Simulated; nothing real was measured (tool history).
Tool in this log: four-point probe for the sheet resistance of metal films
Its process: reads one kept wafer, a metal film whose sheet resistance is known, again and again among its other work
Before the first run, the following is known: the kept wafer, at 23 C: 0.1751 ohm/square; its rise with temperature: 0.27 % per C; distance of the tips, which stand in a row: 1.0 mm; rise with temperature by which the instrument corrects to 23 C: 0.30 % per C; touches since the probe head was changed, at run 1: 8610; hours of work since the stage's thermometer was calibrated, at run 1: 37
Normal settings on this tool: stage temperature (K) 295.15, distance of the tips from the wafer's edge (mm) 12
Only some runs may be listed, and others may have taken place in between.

run,day,stage temperature (K),distance of the tips from the wafer's edge (mm),touches since the probe head was changed,hours of work since the stage's thermometer was calibrated,sheet resistance as the instrument gives it (ohm/square)
1,0.000,295.15,12,8610,37,0.176208
2,1.642,295.15,12,9662,61,0.176194
3,2.929,295.15,12,10489,80,0.176143
4,4.692,295.15,12,11617,105,0.176257
5,5.771,295.15,12,12309,121,0.176231
6,6.750,295.15,12,12937,135,0.176296
7,8.079,307.15,12,13790,154,0.175689
8,9.808,307.15,12,14900,179,0.175731
9,10.942,295.15,12,15625,195,0.176225
10,12.500,295.15,12,16624,217,0.176252
11,13.921,295.15,12,17536,238,0.176284
12,15.646,295.15,12,18642,263,0.176258
13,17.404,295.15,12,19768,288,0.176285
14,18.708,292.15,12,20604,307,0.176444
15,19.788,295.15,12,21295,322,0.176273
16,21.121,295.15,12,22151,342,0.176296
17,22.188,295.15,12,22835,357,0.176318
18,23.225,295.15,12,23501,372,0.176321
19,24.117,295.15,12,24073,385,0.176246
20,25.683,295.15,12,25077,407,0.176246
21,26.475,295.15,12,25585,419,0.176323
22,27.217,295.15,12,26059,429,0.176333
23,28.221,295.15,12,26704,444,0.176381
24,29.950,302.15,29,27811,469,0.175481
25,31.417,302.15,29,28752,490,0.175463
26,32.404,307.15,5,29384,504,0.178856
27,33.796,307.15,5,30277,524,0.178875
28,35.154,299.15,5,31148,544,0.179235
# day 35.279: stage's thermometer calibrated
29,36.908,305.15,20,32260,23,0.175462
30,37.654,294.15,8,32739,34,0.177218
31,39.075,307.15,18,33649,55,0.175532
32,40.750,305.15,58,34724,79,0.175285
33,42.525,291.15,32,35861,104,0.175970
# day 43.250: stage's thermometer calibrated, once more
34,43.542,295.15,52,36500,4,0.175861
35,45.096,295.15,52,37495,27,0.175875
36,46.725,295.15,52,38539,50,0.175843
37,47.608,297.15,52,39107,63,0.175726
38,49.258,297.15,52,40166,87,0.175791
39,50.921,301.15,9,41232,111,0.176697
40,52.042,295.15,11,41949,127,0.176601
41,52.896,304.15,69,42496,139,0.175473
42,54.104,297.15,38,43272,156,0.175842
43,55.904,297.15,38,44426,182,0.175810
44,57.012,296.15,6,45137,198,0.178419
45,57.783,296.15,6,45630,209,0.178340
46,59.192,292.15,61,46533,230,0.176034

Predict each of these 3 candidate next runs independently; none follows another, all start after run 46:
A,60.308,294.15,16,47250,246,?
B,60.308,298.15,61,47250,246,?
C,60.308,296.15,5,47250,246,?

run,sheet resistance as the instrument gives it (ohm/square)
A,0.176206
B,0.175751
C,0.179482
What these runs would have given with no unlogged condition in the tool:
run,sheet resistance as the instrument gives it (ohm/square)
A,0.175487
B,0.175033
C,0.178750
